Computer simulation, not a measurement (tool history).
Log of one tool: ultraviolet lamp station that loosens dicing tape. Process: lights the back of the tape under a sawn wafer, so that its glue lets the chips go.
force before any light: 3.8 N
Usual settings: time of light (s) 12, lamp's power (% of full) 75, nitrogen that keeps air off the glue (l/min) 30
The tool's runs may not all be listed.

run	hour	time of light (s)	lamp's power (% of full)	nitrogen that keeps air off the glue (l/min)	force that peels the tape off (N)	light that reached the tape (J/m2)
1	0	12	75	30	0.515	2520
2	19.2	12	75	30	0.518	2490
3	38.5	12	75	30	0.511	2530
4	57.4	12	75	30	0.5	2510
5	84.1	12	75	30	0.512	2480
6	97.3	12	75	30	0.51	2540
7	113.5	12	75	30	0.471	2480
8	141.5	12	75	30	0.503	2480
9	164.7	12	75	30	0.491	2530
10	183.3	12	75	30	0.5	2500
11	200.9	12	75	20	0.674	2510
12	221.1	12	75	30	0.5	2450
13	245.5	12	75	30	0.509	2550
14	270.3	12	75	30	0.493	2470
15	294.6	12	75	30	0.521	2480
16	311.3	12	75	30	0.518	2560
17	334.5	12	75	30	0.488	2470
18	362.5	12	75	30	0.491	2450
19	389.6	12	75	30	0.507	2540
20	415	14	75	30	0.39	2910
21	441.5	14	75	30	0.389	2960
22	454.2	12	75	41	0.432	2490
23	478.2	12	75	41	0.424	2510
24	492.6	12	75	41	0.421	2500
25	517.7	8	88	41	0.607	1970
26	535.8	19	62	30	0.318	3250
27	548.2	23	75	30	0.19	4780
28	561.5	9	75	30	0.779	1860
29	579.6	7	63	30	1.348	1250
30	600.3	7	98	32	0.739	1880
31	619.7	7	91	27	0.899	1790
32	640.1	6	91	27	1.097	1500
33	656.7	15	80	42	0.266	3310
34	677.6	12	98	30	0.324	3290
35	694.5	12	83	18	0.61	2760
36	715.9	12	83	18	0.594	2740
37	736.6	19	70	25	0.3	3690
38	753.5	9	75	10	1.412	1900
39	781.3	20	75	16	0.329	4220
40	803.5	12	75	10	1.008	2480
41	826.1	17	75	12	0.529	3550
42	854.5	13	95	11	0.621	3430
43	876.3	13	95	11	0.605	3460
44	898.7	20	93	47	0.178	5160

Not shown: 1 entry that the log had between the listed runs. Between which runs, and how does the tool's hidden state differ before and after?
Between runs 18 and 19: window cleaned of glue's vapour (hour 375.6)
  light that the window lets through, % of a clean one's: 99.9 -> 100
